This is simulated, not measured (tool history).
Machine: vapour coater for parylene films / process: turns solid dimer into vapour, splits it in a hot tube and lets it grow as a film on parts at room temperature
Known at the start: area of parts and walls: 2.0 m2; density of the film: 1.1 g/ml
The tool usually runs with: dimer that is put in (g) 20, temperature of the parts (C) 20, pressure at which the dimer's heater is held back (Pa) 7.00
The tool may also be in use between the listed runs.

| run | hour | dimer that is put in (g) | temperature of the parts (C) | pressure at which the dimer's heater is held back (Pa) | thickness of the film (nm) |
|---|---|---|---|---|---|
| 1 | 0.0 | 20 | 20 | 7.00 | 4840 |
| 2 | 79.6 | 20 | 20 | 7.00 | 4800 |
| 3 | 154.5 | 20 | 20 | 7.00 | 4690 |
| 4 | 190.1 | 20 | 20 | 7.89 | 4590 |
| 5 | 261.9 | 20 | 20 | 7.89 | 4570 |
| 6 | 321.8 | 19 | 20 | 7.89 | 4230 |
| 7 | 402.7 | 19 | 20 | 7.89 | 4150 |
|  | 417.1 | trap's valve overhauled |
| 8 | 454.1 | 19 | 20 | 7.89 | 4020 |
| 9 | 521.9 | 8 | 20 | 7.00 | 1710 |
| 10 | 575.7 | 8 | 20 | 7.00 | 1690 |
|  | 630.7 | trap's valve overhauled, once more |
| 11 | 631.8 | 8 | 20 | 7.00 | 1980 |
| 12 | 665.9 | 8 | 20 | 7.00 | 2030 |
| 13 | 730.4 | 8 | 20 | 7.00 | 1980 |
| 14 | 805.4 | 33 | 20 | 7.00 | 8080 |
| 15 | 872.1 | 33 | 20 | 7.00 | 7820 |
| 16 | 942.3 | 33 | 20 | 7.00 | 7790 |
| 17 | 984.7 | 20 | 20 | 7.00 | 4630 |
| 18 | 1062.2 | 20 | 20 | 7.00 | 4610 |
| 19 | 1100.8 | 20 | 20 | 7.00 | 4530 |
|  | 1124.7 | trap's valve overhauled |
| 20 | 1165.6 | 20 | 20 | 7.00 | 4910 |
| 21 | 1232.1 | 20 | 20 | 7.00 | 4860 |
| 22 | 1293.9 | 20 | 20 | 7.00 | 4890 |
| 23 | 1348.2 | 28 | 32 | 2.80 | 6110 |
| 24 | 1429.2 | 28 | 32 | 5.49 | 5140 |
| 25 | 1465.7 | 20 | 20 | 3.23 | 5590 |

Run 26, settings as shown, results not yet in. Your forecast:
| 26 | 1541.3 | 35 | 13 | 7.00 | ? |

Run 26 gave thickness of the film (nm) 9570.
Take away the tool's hidden state, keep the run-to-run variation as it was, and the same run would have given thickness of the film (nm) 10220.

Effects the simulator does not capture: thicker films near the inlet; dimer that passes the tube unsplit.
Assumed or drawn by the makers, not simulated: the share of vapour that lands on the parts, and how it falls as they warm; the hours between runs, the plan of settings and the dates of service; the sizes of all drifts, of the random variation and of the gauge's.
